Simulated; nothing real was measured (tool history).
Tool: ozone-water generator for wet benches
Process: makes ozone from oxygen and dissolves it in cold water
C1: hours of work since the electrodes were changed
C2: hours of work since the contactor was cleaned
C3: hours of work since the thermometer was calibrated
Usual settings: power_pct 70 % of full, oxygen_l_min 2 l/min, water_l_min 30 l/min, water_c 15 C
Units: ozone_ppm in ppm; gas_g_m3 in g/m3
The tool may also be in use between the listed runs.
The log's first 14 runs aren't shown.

{"run": 15, "day": 44.604, "power_pct": 70, "oxygen_l_min": 1.43, "water_l_min": 24, "water_c": 18, "C1": 1405, "C2": 3720, "C3": 990, "ozone_ppm": 10.1, "gas_g_m3": 287.3}
{"run": 16, "day": 46.633, "power_pct": 70, "oxygen_l_min": 1.43, "water_l_min": 24, "water_c": 18, "C1": 1449, "C2": 3764, "C3": 1033, "ozone_ppm": 10, "gas_g_m3": 291.4}
{"run": 17, "day": 48.929, "power_pct": 70, "oxygen_l_min": 1.43, "water_l_min": 24, "water_c": 18, "C1": 1497, "C2": 3813, "C3": 1082, "ozone_ppm": 10.1, "gas_g_m3": 290.5}
{"run": 18, "day": 52.846, "power_pct": 70, "oxygen_l_min": 1.43, "water_l_min": 24, "water_c": 18, "C1": 1581, "C2": 3896, "C3": 1165, "ozone_ppm": 10.3, "gas_g_m3": 291.3}
{"run": 19, "day": 55.7, "power_pct": 70, "oxygen_l_min": 2, "water_l_min": 27, "water_c": 15, "C1": 1642, "C2": 3957, "C3": 1226, "ozone_ppm": 9.5, "gas_g_m3": 231.3}
{"run": 20, "day": 60.192, "power_pct": 97, "oxygen_l_min": 2.27, "water_l_min": 20, "water_c": 19, "C1": 1738, "C2": 4053, "C3": 1322, "ozone_ppm": 15.8, "gas_g_m3": 263.6}
{"run": 21, "day": 64.575, "power_pct": 97, "oxygen_l_min": 2.27, "water_l_min": 20, "water_c": 19, "C1": 1831, "C2": 4146, "C3": 1416, "ozone_ppm": 16, "gas_g_m3": 263.5}
{"run": 22, "day": 66.704, "power_pct": 81, "oxygen_l_min": 1.11, "water_l_min": 26, "water_c": 10, "C1": 1877, "C2": 4192, "C3": 1461, "ozone_ppm": 10.1, "gas_g_m3": 380.2}
{"run": 23, "day": 69.9, "power_pct": 70, "oxygen_l_min": 1.15, "water_l_min": 19, "water_c": 11, "C1": 1945, "C2": 4260, "C3": 1529, "ozone_ppm": 13, "gas_g_m3": 339.4}
{"run": 24, "day": 74.612, "power_pct": 70, "oxygen_l_min": 1.15, "water_l_min": 19, "water_c": 11, "C1": 2045, "C2": 4360, "C3": 1630, "ozone_ppm": 12.8, "gas_g_m3": 338.3}
{"run": 25, "day": 77.925, "power_pct": 78, "oxygen_l_min": 2, "water_l_min": 22, "water_c": 15, "C1": 2116, "C2": 4431, "C3": 1700, "ozone_ppm": 12.6, "gas_g_m3": 248.1}
{"run": 26, "day": 81.729, "power_pct": 78, "oxygen_l_min": 2, "water_l_min": 22, "water_c": 15, "C1": 2197, "C2": 4512, "C3": 1781, "ozone_ppm": 12.9, "gas_g_m3": 248.9}
{"run": 27, "day": 84.638, "power_pct": 70, "oxygen_l_min": 2, "water_l_min": 30, "water_c": 15, "C1": 2259, "C2": 4574, "C3": 1843, "ozone_ppm": 8.6, "gas_g_m3": 229.9}
{"run": 28, "day": 87.2, "power_pct": 70, "oxygen_l_min": 2, "water_l_min": 30, "water_c": 15, "C1": 2314, "C2": 4629, "C3": 1898, "ozone_ppm": 8.6, "gas_g_m3": 227.8}
{"run": 29, "day": 89.125, "power_pct": 53, "oxygen_l_min": 2, "water_l_min": 19, "water_c": 15, "C1": 2355, "C2": 4670, "C3": 1939, "ozone_ppm": 11.2, "gas_g_m3": 190.2}
{"run": 30, "day": 91.292, "power_pct": 85, "oxygen_l_min": 2, "water_l_min": 21, "water_c": 8, "C1": 2401, "C2": 4716, "C3": 1985, "ozone_ppm": 15, "gas_g_m3": 261.8}
{"run": 31, "day": 95.05, "power_pct": 44, "oxygen_l_min": 1.58, "water_l_min": 45, "water_c": 18, "C1": 2481, "C2": 4796, "C3": 2066, "ozone_ppm": 3.5, "gas_g_m3": 199.1}
{"run": 32, "day": 98.596, "power_pct": 44, "oxygen_l_min": 2.81, "water_l_min": 38, "water_c": 18, "C1": 2557, "C2": 4872, "C3": 2141, "ozone_ppm": 4.9, "gas_g_m3": 133.3}
{"run": 33, "day": 102.538, "power_pct": 44, "oxygen_l_min": 2.81, "water_l_min": 38, "water_c": 18, "C1": 2641, "C2": 4956, "C3": 2225, "ozone_ppm": 4.9, "gas_g_m3": 133.9}

Forecast each of these 4 alternatives for the next run:
{"run": "A", "day": 104.767, "power_pct": 88, "oxygen_l_min": 2, "water_l_min": 27, "water_c": 15, "C1": 2688, "C2": 5003, "C3": 2273, "ozone_ppm": "?", "gas_g_m3": "?"}
{"run": "B", "day": 104.767, "power_pct": 44, "oxygen_l_min": 1.3, "water_l_min": 40, "water_c": 12, "C1": 2688, "C2": 5003, "C3": 2273, "ozone_ppm": "?", "gas_g_m3": "?"}
{"run": "C", "day": 104.767, "power_pct": 94, "oxygen_l_min": 2.81, "water_l_min": 38, "water_c": 18, "C1": 2688, "C2": 5003, "C3": 2273, "ozone_ppm": "?", "gas_g_m3": "?"}
{"run": "D", "day": 104.767, "power_pct": 93, "oxygen_l_min": 2.81, "water_l_min": 48, "water_c": 8, "C1": 2688, "C2": 5003, "C3": 2273, "ozone_ppm": "?", "gas_g_m3": "?"}

run=A ozone_ppm=11.3 gas_g_m3=268.7
run=B ozone_ppm=4.1 gas_g_m3=227.7
run=C ozone_ppm=8.4 gas_g_m3=221.3
run=D ozone_ppm=6.6 gas_g_m3=219.8
Without the tool's hidden state the same runs would have given:
run=A ozone_ppm=11.3 gas_g_m3=268.9
run=B ozone_ppm=4.1 gas_g_m3=227.9
run=C ozone_ppm=8.4 gas_g_m3=221.6
run=D ozone_ppm=6.7 gas_g_m3=220
